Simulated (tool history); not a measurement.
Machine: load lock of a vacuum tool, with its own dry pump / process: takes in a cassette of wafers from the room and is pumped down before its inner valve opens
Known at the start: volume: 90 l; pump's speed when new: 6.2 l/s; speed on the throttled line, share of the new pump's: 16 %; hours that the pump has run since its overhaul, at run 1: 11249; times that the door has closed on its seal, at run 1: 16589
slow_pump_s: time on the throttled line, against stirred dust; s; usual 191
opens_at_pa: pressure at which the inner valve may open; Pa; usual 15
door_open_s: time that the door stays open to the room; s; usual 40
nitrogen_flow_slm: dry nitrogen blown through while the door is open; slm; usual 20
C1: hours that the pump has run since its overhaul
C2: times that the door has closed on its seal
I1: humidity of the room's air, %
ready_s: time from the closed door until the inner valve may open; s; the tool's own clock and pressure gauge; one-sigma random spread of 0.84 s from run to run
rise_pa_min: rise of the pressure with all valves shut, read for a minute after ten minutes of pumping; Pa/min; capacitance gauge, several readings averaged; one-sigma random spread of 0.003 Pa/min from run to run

Run 1, hour 0.0: usual settings; C1 11249; C2 16589; I1 46.8. Result: ready_s 288.8 s, rise_pa_min 0.014 Pa/min.
Run 2, hour 108.3: usual settings; C1 11357; C2 16950; I1 45.0. Result: ready_s 289.4 s, rise_pa_min 0.016 Pa/min.
Run 3, hour 222.4: usual settings; C1 11471; C2 17330; I1 45.2. Result: ready_s 288.9 s, rise_pa_min 0.016 Pa/min.
Run 4, hour 314.4: usual settings; C1 11563; C2 17637; I1 44.9. Result: ready_s 288.9 s, rise_pa_min 0.016 Pa/min.
Run 5, hour 381.5: usual settings but slow_pump_s 266 s; C1 11630; C2 17861; I1 45.5. Result: ready_s 352.3 s, rise_pa_min 0.012 Pa/min.
Run 6, hour 439.1: usual settings but slow_pump_s 266 s; C1 11688; C2 18053; I1 48.6. Result: ready_s 352.8 s, rise_pa_min 0.017 Pa/min.
Run 7, hour 521.4: usual settings but slow_pump_s 266 s; C1 11770; C2 18327; I1 44.9. Result: ready_s 351.6 s, rise_pa_min 0.017 Pa/min.
Run 8, hour 597.7: usual settings but slow_pump_s 266 s; C1 11847; C2 18582; I1 45.0. Result: ready_s 352.6 s, rise_pa_min 0.010 Pa/min.
Run 9, hour 696.6: usual settings but slow_pump_s 266 s; C1 11945; C2 18911; I1 44.7. Result: ready_s 353.8 s, rise_pa_min 0.013 Pa/min.
Run 10, hour 772.3: usual settings; C1 12021; C2 19164; I1 45.7. Result: ready_s 289.7 s, rise_pa_min 0.015 Pa/min.
Run 11, hour 869.5: usual settings; C1 12118; C2 19488; I1 44.1. Result: ready_s 290.4 s, rise_pa_min 0.014 Pa/min.
Run 12, hour 949.9: usual settings; C1 12199; C2 19756; I1 40.0. Result: ready_s 292.0 s, rise_pa_min 0.014 Pa/min.
Run 13, hour 1050.0: usual settings; C1 12299; C2 20090; I1 44.9. Result: ready_s 288.8 s, rise_pa_min 0.014 Pa/min.
Run 14, hour 1148.1: usual settings; C1 12397; C2 20417; I1 44.0. Result: ready_s 289.7 s, rise_pa_min 0.014 Pa/min.
Run 15, hour 1256.6: usual settings but slow_pump_s 253 s; C1 12505; C2 20779; I1 41.0. Result: ready_s 342.7 s, rise_pa_min 0.018 Pa/min.
Run 16, hour 1321.6: usual settings; C1 12570; C2 20996; I1 48.9. Result: ready_s 288.8 s, rise_pa_min 0.016 Pa/min.
Run 17, hour 1439.1: usual settings but door_open_s 100 s; C1 12688; C2 21387; I1 47.0. Result: ready_s 289.7 s, rise_pa_min 0.028 Pa/min.
Run 18, hour 1509.7: usual settings but slow_pump_s 192 s; C1 12759; C2 21623; I1 42.3. Result: ready_s 291.9 s, rise_pa_min 0.013 Pa/min.
At hour 1521.8: dry pump taken out, an overhauled one fitted.
Run 19, hour 1616.3: usual settings but opens_at_pa 23 Pa, door_open_s 236 s, nitrogen_flow_slm 12 slm; C1 94; C2 21958; I1 42.5. Result: ready_s 283.5 s, rise_pa_min 0.054 Pa/min.
Run 20, hour 1741.3: usual settings but opens_at_pa 23 Pa, door_open_s 236 s, nitrogen_flow_slm 12 slm; C1 220; C2 22375; I1 45.4. Result: ready_s 284.1 s, rise_pa_min 0.054 Pa/min.
Run 21, hour 1856.5: usual settings but slow_pump_s 141 s, opens_at_pa 16 Pa, door_open_s 65 s, nitrogen_flow_slm 12 slm; C1 335; C2 22759; I1 41.8. Result: ready_s 247.3 s, rise_pa_min 0.020 Pa/min.
Run 22, hour 1940.5: usual settings but slow_pump_s 165 s, opens_at_pa 11 Pa, door_open_s 65 s, nitrogen_flow_slm 18 slm; C1 419; C2 23039; I1 43.8. Result: ready_s 271.9 s, rise_pa_min 0.024 Pa/min.
Run 23, hour 2036.9: usual settings but slow_pump_s 139 s, opens_at_pa 23 Pa, nitrogen_flow_slm 7 slm; C1 515; C2 23361; I1 45.7. Result: ready_s 239.5 s, rise_pa_min 0.020 Pa/min.
Run 24, hour 2133.1: usual settings but slow_pump_s 139 s, opens_at_pa 23 Pa, nitrogen_flow_slm 7 slm; C1 611; C2 23682; I1 45.4. Result: ready_s 240.5 s, rise_pa_min 0.023 Pa/min.
Run 25, hour 2222.5: usual settings but slow_pump_s 139 s, opens_at_pa 23 Pa, nitrogen_flow_slm 7 slm; C1 701; C2 23980; I1 45.5. Result: ready_s 238.8 s, rise_pa_min 0.016 Pa/min.
Run 26, hour 2299.2: usual settings but slow_pump_s 139 s, opens_at_pa 23 Pa, nitrogen_flow_slm 7 slm; C1 777; C2 24235; I1 44.8. Result: ready_s 239.7 s, rise_pa_min 0.026 Pa/min.
Run 27, hour 2356.9: usual settings but nitrogen_flow_slm 7 slm; C1 835; C2 24428; I1 45.2. Result: ready_s 289.2 s, rise_pa_min 0.023 Pa/min.
Run 28, hour 2463.1: usual settings but slow_pump_s 128 s, opens_at_pa 18 Pa, door_open_s 33 s, nitrogen_flow_slm 8 slm; C1 941; C2 24782; I1 43.5. Result: ready_s 233.3 s, rise_pa_min 0.016 Pa/min.
Run 29, hour 2586.2: usual settings but opens_at_pa 13 Pa, door_open_s 79 s, nitrogen_flow_slm 19 slm; C1 1064; C2 25193; I1 42.7. Result: ready_s 291.3 s, rise_pa_min 0.020 Pa/min.
Run 30, hour 2655.8: usual settings but opens_at_pa 14 Pa, nitrogen_flow_slm 7 slm; C1 1134; C2 25424; I1 42.9. Result: ready_s 290.2 s, rise_pa_min 0.022 Pa/min.
Run 31, hour 2741.5: usual settings but opens_at_pa 25 Pa, nitrogen_flow_slm 7 slm; C1 1220; C2 25710; I1 45.0. Result: ready_s 281.1 s, rise_pa_min 0.018 Pa/min.
Run 32, hour 2841.3: usual settings but opens_at_pa 25 Pa, nitrogen_flow_slm 7 slm; C1 1320; C2 26043; I1 46.2. Result: ready_s 282.3 s, rise_pa_min 0.020 Pa/min.
Run 33, hour 2955.4: usual settings but opens_at_pa 25 Pa, nitrogen_flow_slm 7 slm; C1 1434; C2 26423; I1 43.0. Result: ready_s 283.4 s, rise_pa_min 0.017 Pa/min.
Run 34, hour 3012.9: usual settings but slow_pump_s 132 s, opens_at_pa 18 Pa, door_open_s 139 s, nitrogen_flow_slm 39 slm; C1 1491; C2 26615; I1 45.0. Result: ready_s 236.7 s, rise_pa_min 0.018 Pa/min.
Run 35, hour 3104.9: usual settings but slow_pump_s 175 s, opens_at_pa 29 Pa; C1 1583; C2 26922; I1 44.7. Result: ready_s 267.1 s, rise_pa_min 0.014 Pa/min.
Run 36, hour 3220.8: usual settings but slow_pump_s 344 s, opens_at_pa 20 Pa, nitrogen_flow_slm 12 slm; C1 1699; C2 27308; I1 43.6. Result: ready_s 414.7 s, rise_pa_min 0.017 Pa/min.

Describe how what the log doesn't record of the tool's condition differs between the last listed run preceding each entry between runs and the first listed run following it.
Runs 18 to 19: dry pump taken out, an overhauled one fitted (hour 1521.8)
  pump's speed, % of a new pump's: 99.9 -> 100
